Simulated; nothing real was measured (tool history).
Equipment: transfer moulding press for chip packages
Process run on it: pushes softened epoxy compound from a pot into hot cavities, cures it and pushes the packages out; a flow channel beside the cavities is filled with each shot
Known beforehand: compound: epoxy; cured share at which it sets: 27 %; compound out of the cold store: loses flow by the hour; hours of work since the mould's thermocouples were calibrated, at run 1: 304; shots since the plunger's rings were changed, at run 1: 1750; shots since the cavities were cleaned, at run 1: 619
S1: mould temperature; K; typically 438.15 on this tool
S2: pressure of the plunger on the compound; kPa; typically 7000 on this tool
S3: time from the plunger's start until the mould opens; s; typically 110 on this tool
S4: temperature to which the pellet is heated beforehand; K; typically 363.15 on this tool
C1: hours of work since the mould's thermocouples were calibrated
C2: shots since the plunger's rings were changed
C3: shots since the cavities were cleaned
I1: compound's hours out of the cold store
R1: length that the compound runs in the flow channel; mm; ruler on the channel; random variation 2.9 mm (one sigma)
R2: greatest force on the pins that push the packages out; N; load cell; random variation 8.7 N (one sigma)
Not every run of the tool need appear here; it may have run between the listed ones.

run,hour,S1,S2,S3,S4,C1,C2,C3,I1,R1,R2
1,0.0,438.15,7000,110,363.15,304,1750,619,17.1,834,543
2,10.0,438.15,7000,110,363.15,308,1820,689,13.7,858,559
3,20.8,438.15,7000,110,363.15,313,1898,767,20.8,812,556
4,29.6,438.15,7000,110,363.15,316,1960,829,13.7,849,563
5,42.8,433.15,7000,110,363.15,322,2053,922,13.6,880,731
# hour 58.7: cavities cleaned with cleaning compound and waxed
6,60.9,433.15,7000,122,363.15,328,2171,16,21.5,829,750
7,79.9,433.15,7000,122,363.15,336,2306,151,18.6,840,739
8,90.1,441.15,7000,122,363.15,340,2379,224,36.9,710,615
9,107.5,438.15,5250,110,363.15,347,2502,347,44.7,585,657
10,117.8,438.15,5250,110,363.15,352,2575,420,30.6,647,647
11,130.7,438.15,7000,142,363.15,357,2667,512,24.4,788,630
12,142.2,442.15,6860,110,368.15,362,2749,594,36.3,694,588
13,156.1,432.15,8130,110,363.15,367,2847,692,33.1,811,869
14,169.0,432.15,8130,110,363.15,373,2939,784,47.6,727,835
# hour 174.6: cavities cleaned with cleaning compound and waxed, once more
15,178.8,435.15,7040,125,363.15,376,2998,31,11.8,861,411
16,196.4,442.15,6580,128,360.15,383,3122,155,10.3,812,413
17,204.4,445.15,8250,110,355.15,387,3179,212,23.6,816,411
# hour 216.5: plunger's sealing rings changed
18,218.3,445.15,7000,110,364.15,391,13,293,34.0,740,436
19,236.1,438.15,7760,122,356.15,399,139,419,36.2,802,489
20,246.1,438.15,6500,122,356.15,403,211,491,39.0,712,483
21,256.0,438.15,6500,122,356.15,407,281,561,34.5,735,498

Hidden condition of the tool, last listed run before each entry between runs versus first listed run after:
In the gap between runs 5 and 6: cavities cleaned with cleaning compound and waxed (hour 58.7)
  pressure that reaches the compound, % of what is set: 91.63 -> 91.2; grip of the stained cavities, % over clean ones': 43.1 -> 69.2
  the result without the hidden state subtracted from the measured one, R1: -38 -> -38 mm; R2: +232 -> +312 N
In the gap between runs 14 and 15: cavities cleaned with cleaning compound and waxed, once more (hour 174.6)
  pressure that reaches the compound, % of what is set: 88.24 -> 88.02; grip of the stained cavities, % over clean ones': 61.4 -> 3.5
  the result without the hidden state subtracted from the measured one, R1: -46 -> -55 mm; R2: +329 -> +18 N
In the gap between runs 17 and 18: plunger's sealing rings changed (hour 216.5)
  pressure that reaches the compound, % of what is set: 87.32 -> 99.9; grip of the stained cavities, % over clean ones': 15.6 -> 19.8
  the result without the hidden state subtracted from the measured one, R1: -56 -> +1 mm; R2: +56 -> +73 N

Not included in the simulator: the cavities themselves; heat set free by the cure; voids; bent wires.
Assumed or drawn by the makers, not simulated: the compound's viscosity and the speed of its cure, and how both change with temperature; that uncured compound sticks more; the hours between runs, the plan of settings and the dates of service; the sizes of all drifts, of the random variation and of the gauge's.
